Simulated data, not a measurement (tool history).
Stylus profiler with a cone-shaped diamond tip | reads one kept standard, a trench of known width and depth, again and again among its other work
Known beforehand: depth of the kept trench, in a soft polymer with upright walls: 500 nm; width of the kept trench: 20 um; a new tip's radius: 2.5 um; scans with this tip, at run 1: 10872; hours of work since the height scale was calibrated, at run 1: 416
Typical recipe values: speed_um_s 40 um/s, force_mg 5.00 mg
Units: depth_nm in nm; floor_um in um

run	day	speed_um_s	force_mg	scans with this tip	hours of work since the height scale was calibrated	depth_nm	floor_um
1	0.000	40	5.00	10872	416	509.13	15.84
2	1.650	40	5.00	11025	436	509.51	15.86
3	3.258	40	4.74	11174	454	509.05	15.73
4	5.317	40	5.00	11366	478	509.44	15.77
5	6.942	40	5.00	11516	497	509.58	15.80
6	8.825	40	12.76	11692	519	518.26	15.80
7	10.567	11	5.00	11853	539	509.32	15.84
8	13.800	40	5.00	12154	577	509.45	15.72
9	16.333	40	5.00	12389	606	509.16	15.71
10	17.833	40	5.00	12529	623	508.88	15.66
11	20.500	40	5.00	12776	654	508.96	15.66
12	22.783	40	5.00	12989	681	508.92	15.66
13	24.271	75	5.00	13127	698	508.97	15.52
14	27.438	75	5.00	13421	735	508.83	15.53
15	30.362	40	7.69	13693	769	512.35	15.59
16	33.733	40	7.69	14006	808	512.08	15.62
17	35.754	40	5.00	14194	832	508.88	15.56
18	37.775	40	5.00	14381	855	508.64	15.51
19	40.067	40	5.00	14594	882	508.34	15.56
# day 41.121: height scale calibrated on a step standard
20	42.612	40	4.15	14829	17	508.87	15.52
21	44.771	40	4.15	15029	42	508.86	15.49
22	47.362	40	4.15	15270	72	508.88	15.41
23	50.733	40	4.15	15583	112	508.73	15.48
24	52.512	40	4.15	15749	132	508.55	15.39
25	55.142	86	13.55	15993	163	519.86	15.37
26	56.788	31	5.00	16146	182	510.04	15.41
27	59.950	31	10.75	16440	219	516.82	15.37
28	62.854	31	10.75	16710	252	516.53	15.37
29	65.579	23	2.77	16963	284	506.17	15.34
30	67.688	32	3.98	17159	308	508.33	15.34
31	69.275	145	13.34	17306	327	519.14	15.12
32	71.425	95	2.26	17506	352	505.21	14.96
33	73.283	95	2.26	17679	373	505.24	14.88
34	75.621	26	12.41	17896	401	518.18	15.24
35	77.950	26	12.41	18112	428	517.91	15.26
36	81.138	90	10.84	18408	465	516.28	15.20
37	84.033	137	11.68	18678	498	517.24	15.02
38	86.858	137	11.68	18940	531	517.27	15.01
39	89.592	24	2.09	19194	563	504.42	15.17
40	92.117	24	12.24	19428	592	517.49	15.23
41	94.267	14	7.71	19628	617	512.55	15.30
42	97.642	14	7.71	19942	656	512.51	15.22
43	100.946	124	1.89	20249	695	503.74	14.51
44	103.958	31	3.95	20529	730	507.24	15.06
45	107.450	31	3.95	20853	770	507.13	15.04
46	110.942	146	7.57	21178	811	511.86	14.73

Entry by entry between the runs, the difference in hidden state between the last listed run before and the first listed run after:
From run 19 to run 20: height scale calibrated on a step standard (day 41.121)
  radius of the tip, um: 4.99 -> 5.04; height scale over the true one, %: -0.337 -> -0.019
  measured minus no-state result, depth_nm: -1.72 -> -0.10 nm; floor_um: -1.35 -> -1.38 um

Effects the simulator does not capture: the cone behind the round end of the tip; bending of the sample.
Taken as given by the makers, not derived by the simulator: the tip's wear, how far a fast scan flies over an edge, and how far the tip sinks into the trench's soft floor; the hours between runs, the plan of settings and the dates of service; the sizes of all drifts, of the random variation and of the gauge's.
